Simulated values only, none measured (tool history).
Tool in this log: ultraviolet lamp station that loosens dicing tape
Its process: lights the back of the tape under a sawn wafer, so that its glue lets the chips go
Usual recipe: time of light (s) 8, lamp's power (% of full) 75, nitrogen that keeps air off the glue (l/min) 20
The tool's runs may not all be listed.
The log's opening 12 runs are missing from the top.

run     day  time of light (s)  lamp's power (% of full)  nitrogen that keeps air off the glue (l/min)  force that peels the tape off (N)  light that reached the tape (mJ/cm²)
 13  15.479                  8                        91                                            20                              0.272                                   358
 14  16.933                  8                        91                                            20                              0.292                                   358
 15  18.088                  8                        91                                            20                               0.29                                   353
 16  18.771                  8                        91                                            36                               0.24                                   357
 17  19.717                  8                        91                                            16                              0.328                                   351
 18  20.508                  8                        91                                            16                              0.361                                   348
 19  21.142                  8                        91                                            16                              0.356                                   342
 20  22.121                  8                        91                                            16                              0.358                                   343
 21  23.012                  8                        91                                            16                              0.379                                   337
 22  24.188                  8                        91                                            16                              0.392                                   330
 23  24.862                  5                        75                                            13                               1.66                                   169
 24  26.121                  5                        94                                            11                              1.198                                   216
 25  27.046                  8                        61                                            20                              0.966                                   222
 26  27.696                  8                        76                                            20                              0.596                                   273
 27  28.992                  8                        76                                            20                              0.601                                   268
     30.004  -- window cleaned of glue's vapour
 28  30.371                 11                        72                                            21                              0.247                                   395
 29  31.017                 11                        97                                             8                              0.184                                   528
 30  32.329                 11                        97                                             8                              0.194                                   516
 31  33.538                  6                        75                                            21                              0.912                                   214
 32  34.975                  6                        62                                            21                              1.406                                   175

Forecast run 33:
 33  35.933                  6                        62                                            21                                  ?                                     ?

force that peels the tape off (N): 1.366
light that reached the tape (mJ/cm²): 175
The same run, on a tool lacking any hidden state, would have yielded force that peels the tape off (N) 0.645, light that reached the tape (mJ/cm²) 252.

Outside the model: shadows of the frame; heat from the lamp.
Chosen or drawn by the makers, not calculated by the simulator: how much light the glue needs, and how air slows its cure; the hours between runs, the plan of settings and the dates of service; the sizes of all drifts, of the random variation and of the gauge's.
